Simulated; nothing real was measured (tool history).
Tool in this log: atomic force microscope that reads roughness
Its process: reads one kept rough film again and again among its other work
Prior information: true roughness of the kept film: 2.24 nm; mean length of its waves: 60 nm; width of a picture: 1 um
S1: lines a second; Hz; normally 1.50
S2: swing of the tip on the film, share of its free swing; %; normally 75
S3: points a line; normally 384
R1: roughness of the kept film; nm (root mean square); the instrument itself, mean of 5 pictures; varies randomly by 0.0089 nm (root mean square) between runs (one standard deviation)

{"run": 1, "hour": 0.0, "S1": 1.5, "S2": 75, "S3": 384, "R1": 1.872}
{"hour": 2.5, "done": "new tip fitted"}
{"run": 2, "hour": 23.3, "S1": 1.5, "S2": 75, "S3": 384, "R1": 1.955}
{"run": 3, "hour": 49.2, "S1": 1.5, "S2": 75, "S3": 384, "R1": 1.9}
{"hour": 76.8, "done": "new tip fitted"}
{"run": 4, "hour": 87.7, "S1": 1.5, "S2": 75, "S3": 384, "R1": 1.999}
{"run": 5, "hour": 121.2, "S1": 1.5, "S2": 75, "S3": 384, "R1": 1.896}
{"hour": 126.3, "done": "height scale calibrated on a step standard"}
{"hour": 153.2, "done": "new tip fitted"}
{"run": 6, "hour": 160.5, "S1": 1.5, "S2": 75, "S3": 384, "R1": 1.98}
{"run": 7, "hour": 193.4, "S1": 1.5, "S2": 75, "S3": 384, "R1": 1.921}
{"hour": 228.5, "done": "new tip fitted"}
{"run": 8, "hour": 229.2, "S1": 1.5, "S2": 75, "S3": 931, "R1": 2.026}
{"hour": 242.6, "done": "height scale calibrated on a step standard, once more"}
{"run": 9, "hour": 250.2, "S1": 1.17, "S2": 81, "S3": 384, "R1": 1.936}
{"run": 10, "hour": 276.2, "S1": 1.4, "S2": 64, "S3": 634, "R1": 1.958}
{"hour": 304.0, "done": "new tip fitted"}
{"run": 11, "hour": 310.1, "S1": 1.4, "S2": 64, "S3": 634, "R1": 2.069}
{"run": 12, "hour": 333.8, "S1": 1.4, "S2": 64, "S3": 634, "R1": 1.995}

Same runs, no hidden state in the tool, same run-to-run variation:
What the log doesn't record here: radius of the tip, nm; height scale over the true one, %; drift of the gauge itself on roughness_nm, %.
run=1 R1=2.008
run=2 R1=1.996
run=3 R1=2.009
run=4 R1=2.013
run=5 R1=1.988
run=6 R1=1.992
run=7 R1=2.007
run=8 R1=2.015
run=9 R1=1.985
run=10 R1=2.070
run=11 R1=2.090
run=12 R1=2.076
